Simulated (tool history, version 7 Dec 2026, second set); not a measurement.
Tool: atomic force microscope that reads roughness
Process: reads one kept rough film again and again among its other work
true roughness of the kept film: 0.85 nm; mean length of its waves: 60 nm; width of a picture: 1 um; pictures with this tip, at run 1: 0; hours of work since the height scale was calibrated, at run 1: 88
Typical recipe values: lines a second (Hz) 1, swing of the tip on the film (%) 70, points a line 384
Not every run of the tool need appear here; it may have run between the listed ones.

| run | hour | lines a second (Hz) | swing of the tip on the film (%) | points a line | pictures with this tip | hours of work since the height scale was calibrated | roughness of the kept film (nm (root mean square)) |
|---|---|---|---|---|---|---|---|
| 1 | 0 | 1 | 70 | 384 | 0 | 88 | 0.809 |
| 2 | 9.9 | 1 | 70 | 384 | 18 | 95 | 0.804 |
| 3 | 16.5 | 1 | 70 | 384 | 30 | 99 | 0.805 |
| 4 | 25.3 | 1 | 70 | 384 | 46 | 106 | 0.798 |
| 5 | 38.7 | 1 | 70 | 384 | 70 | 115 | 0.791 |
| 6 | 45.8 | 1 | 70 | 384 | 83 | 120 | 0.792 |
| 7 | 57.2 | 1 | 70 | 384 | 104 | 128 | 0.79 |
|  | 65.2 | new tip fitted |
| 8 | 69.8 | 1 | 70 | 345 | 9 | 137 | 0.812 |
|  | 72 | height scale calibrated on a step standard |
| 9 | 79.7 | 1 | 85 | 345 | 25 | 5 | 0.765 |
| 10 | 92.6 | 1 | 85 | 345 | 48 | 15 | 0.761 |
| 11 | 100 | 1 | 83 | 345 | 62 | 20 | 0.764 |
| 12 | 106.8 | 1 | 83 | 345 | 74 | 25 | 0.769 |
| 13 | 122.2 | 1 | 70 | 384 | 102 | 36 | 0.792 |
|  | 130.9 | new tip fitted |
| 14 | 132.9 | 1.47 | 70 | 427 | 3 | 43 | 0.789 |
| 15 | 148.3 | 0.71 | 70 | 384 | 31 | 54 | 0.813 |
|  | 156.4 | height scale calibrated on a step standard, once more |
| 16 | 161.9 | 0.71 | 70 | 384 | 54 | 4 | 0.817 |
| 17 | 176.8 | 0.71 | 70 | 384 | 81 | 14 | 0.803 |
| 18 | 191 | 0.71 | 70 | 384 | 107 | 25 | 0.798 |
|  | 197 | new tip fitted |
| 19 | 203.4 | 1.52 | 73 | 384 | 12 | 33 | 0.776 |
| 20 | 210.7 | 1.52 | 74 | 384 | 25 | 38 | 0.775 |
| 21 | 218.1 | 1 | 64 | 284 | 38 | 43 | 0.802 |
| 22 | 230 | 1 | 64 | 284 | 60 | 52 | 0.808 |
| 23 | 242.5 | 1 | 64 | 284 | 82 | 61 | 0.803 |
| 24 | 252 | 1 | 64 | 284 | 100 | 67 | 0.799 |
|  | 261.9 | new tip fitted |
| 25 | 267 | 3.26 | 74 | 891 | 9 | 78 | 0.719 |
| 26 | 280.4 | 2.47 | 72 | 384 | 33 | 87 | 0.748 |

3 options for the next run, each taken on its own from the tool as it stands now. Forecast them:
| A | 289.4 | 2.78 | 65 | 375 | 49 | 93 | ? |
| B | 289.4 | 1.24 | 70 | 291 | 49 | 93 | ? |
| C | 289.4 | 1 | 57 | 867 | 49 | 93 | ? |

| run | roughness of the kept film (nm (root mean square)) |
|---|---|
| A | 0.763 |
| B | 0.793 |
| C | 0.818 |
With the hidden condition removed and each run's random variation left untouched, the same runs would have given:
| run | roughness of the kept film (nm (root mean square)) |
|---|---|
| A | 0.77 |
| B | 0.8 |
| C | 0.826 |
